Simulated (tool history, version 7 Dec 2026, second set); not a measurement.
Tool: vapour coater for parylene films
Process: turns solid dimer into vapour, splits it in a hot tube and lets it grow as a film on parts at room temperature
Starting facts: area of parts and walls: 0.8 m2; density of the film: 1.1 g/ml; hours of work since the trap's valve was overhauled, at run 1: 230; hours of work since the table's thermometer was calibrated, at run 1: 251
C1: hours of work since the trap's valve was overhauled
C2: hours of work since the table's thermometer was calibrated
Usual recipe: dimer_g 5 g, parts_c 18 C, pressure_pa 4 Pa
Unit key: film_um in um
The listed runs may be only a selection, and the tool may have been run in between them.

Run 1, hour 0: usual settings; C1 230; C2 251. Result: film_um 3.97 um.
Run 2, hour 25.9: usual settings; C1 246; C2 268. Result: film_um 3.96 um.
Run 3, hour 41.1: usual settings but pressure_pa 7.06 Pa; C1 256; C2 277. Result: film_um 3.46 um.
Run 4, hour 62.5: usual settings; C1 270; C2 291. Result: film_um 3.97 um.
Run 5, hour 82.7: usual settings but parts_c 15 C; C1 283; C2 304. Result: film_um 4.15 um.
Run 6, hour 98: usual settings but parts_c 15 C; C1 293; C2 314. Result: film_um 4.16 um.
Run 7, hour 125.8: usual settings but parts_c 15 C; C1 311; C2 332. Result: film_um 4.15 um.
Run 8, hour 145.1: usual settings but parts_c 15 C, pressure_pa 2.28 Pa; C1 323; C2 344. Result: film_um 4.69 um.
Run 9, hour 164.8: usual settings but parts_c 15 C, pressure_pa 6.63 Pa; C1 336; C2 357. Result: film_um 3.66 um.
Run 10, hour 178.1: usual settings but dimer_g 3 g, parts_c 27 C; C1 344; C2 366. Result: film_um 2.03 um.
Run 11, hour 194.1: usual settings but dimer_g 8 g, parts_c 16 C, pressure_pa 3.83 Pa; C1 355; C2 376. Result: film_um 6.53 um.
Run 12, hour 218.7: usual settings but dimer_g 8 g, parts_c 16 C, pressure_pa 3.83 Pa; C1 370; C2 392. Result: film_um 6.52 um.
Run 13, hour 233.9: usual settings but dimer_g 8 g, parts_c 16 C, pressure_pa 3.83 Pa; C1 380; C2 401. Result: film_um 6.51 um.
Run 14, hour 257.3: usual settings but parts_c 25 C; C1 395; C2 417. Result: film_um 3.47 um.
Run 15, hour 270: usual settings but parts_c 25 C; C1 404; C2 425. Result: film_um 3.48 um.
Run 16, hour 289.6: usual settings but dimer_g 3 g, parts_c 25 C, pressure_pa 2.75 Pa; C1 416; C2 437. Result: film_um 2.27 um.
Run 17, hour 316.2: usual settings but dimer_g 4 g, parts_c 24 C, pressure_pa 6.01 Pa; C1 433; C2 454. Result: film_um 2.56 um.
Run 18, hour 330.9: usual settings but dimer_g 4 g, parts_c 24 C, pressure_pa 6.01 Pa; C1 443; C2 464. Result: film_um 2.57 um.

Below, each run's measurement less what the same run would have read without the hidden state. Both values contain the same run-to-run variation, but the gauge's scatter may not be the same in both:
Hidden state at play: vapour lost through the trap's worn valve, %; true temperature of the parts over the reading, C; drift of the gauge itself on film_um, %.
run  film_um
  1    -0.13
  2    -0.13
  3    -0.12
  4    -0.15
  5    -0.16
  6    -0.17
  7    -0.18
  8    -0.21
  9    -0.17
 10     -0.1
 11    -0.32
 12    -0.33
 13    -0.34
 14    -0.18
 15    -0.19
 16    -0.13
 17    -0.15
 18    -0.15

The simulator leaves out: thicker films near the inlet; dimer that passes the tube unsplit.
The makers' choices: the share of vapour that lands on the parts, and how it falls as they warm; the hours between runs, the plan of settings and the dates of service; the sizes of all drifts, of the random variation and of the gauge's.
